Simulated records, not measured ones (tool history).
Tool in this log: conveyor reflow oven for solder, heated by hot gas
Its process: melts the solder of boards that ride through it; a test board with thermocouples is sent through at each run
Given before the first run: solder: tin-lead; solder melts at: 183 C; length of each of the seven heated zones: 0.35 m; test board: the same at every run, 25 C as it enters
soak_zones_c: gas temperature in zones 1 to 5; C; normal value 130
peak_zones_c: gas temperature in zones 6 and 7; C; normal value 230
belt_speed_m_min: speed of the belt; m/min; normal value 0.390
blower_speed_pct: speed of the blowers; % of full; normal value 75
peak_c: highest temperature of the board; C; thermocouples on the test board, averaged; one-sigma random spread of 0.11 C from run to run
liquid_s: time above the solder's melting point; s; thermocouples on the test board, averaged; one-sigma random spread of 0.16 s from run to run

Run 1, day 0.000: usual settings. Result: peak_c 215.5 C, liquid_s 75.9 s.
Run 2, day 0.342: usual settings but blower_speed_pct 64 % of full. Result: peak_c 212.4 C, liquid_s 71.5 s.
Run 3, day 0.733: usual settings. Result: peak_c 215.3 C, liquid_s 75.9 s.
Run 4, day 1.471: usual settings. Result: peak_c 215.6 C, liquid_s 76.0 s.
Run 5, day 2.242: usual settings. Result: peak_c 215.3 C, liquid_s 75.9 s.
Run 6, day 3.021: usual settings but blower_speed_pct 54 % of full. Result: peak_c 208.7 C, liquid_s 65.0 s.
Run 7, day 3.562: usual settings but soak_zones_c 117 C, blower_speed_pct 76 % of full. Result: peak_c 213.6 C, liquid_s 68.8 s.
Run 8, day 3.992: usual settings but peak_zones_c 219 C. Result: peak_c 205.7 C, liquid_s 63.7 s.
Run 9, day 4.525: usual settings but peak_zones_c 227 C. Result: peak_c 212.8 C, liquid_s 72.8 s.
Run 10, day 4.967: usual settings but peak_zones_c 227 C. Result: peak_c 212.8 C, liquid_s 73.0 s.
Run 11, day 5.300: usual settings but soak_zones_c 143 C, peak_zones_c 240 C, belt_speed_m_min 0.350 m/min, blower_speed_pct 70 % of full. Result: peak_c 227.9 C, liquid_s 104.4 s.

Some steps in liquid_s, run to run, broken into two amounts with sign: the step expected even without the hidden condition (settings, incoming material, random variation), and the rest, left for the hidden condition together with whatever gauge scatter is not in both the measured and the hidden-condition-free result:
Hidden state at play: heat that the gas passes to the board, % of a clean oven's; belt's true speed, % of the reading; true gas temperature in zones 6 and 7 over the reading, C; drift of the gauge itself on peak_c, C; drift of the gauge itself on liquid_s, %.
Run 10 -> 11: soak_zones_c 130 -> 143, peak_zones_c 227 -> 240, belt_speed_m_min 0.390 -> 0.350, blower_speed_pct 75 -> 70. liquid_s +31.4 s: hidden state +0.4, all else +31.0.
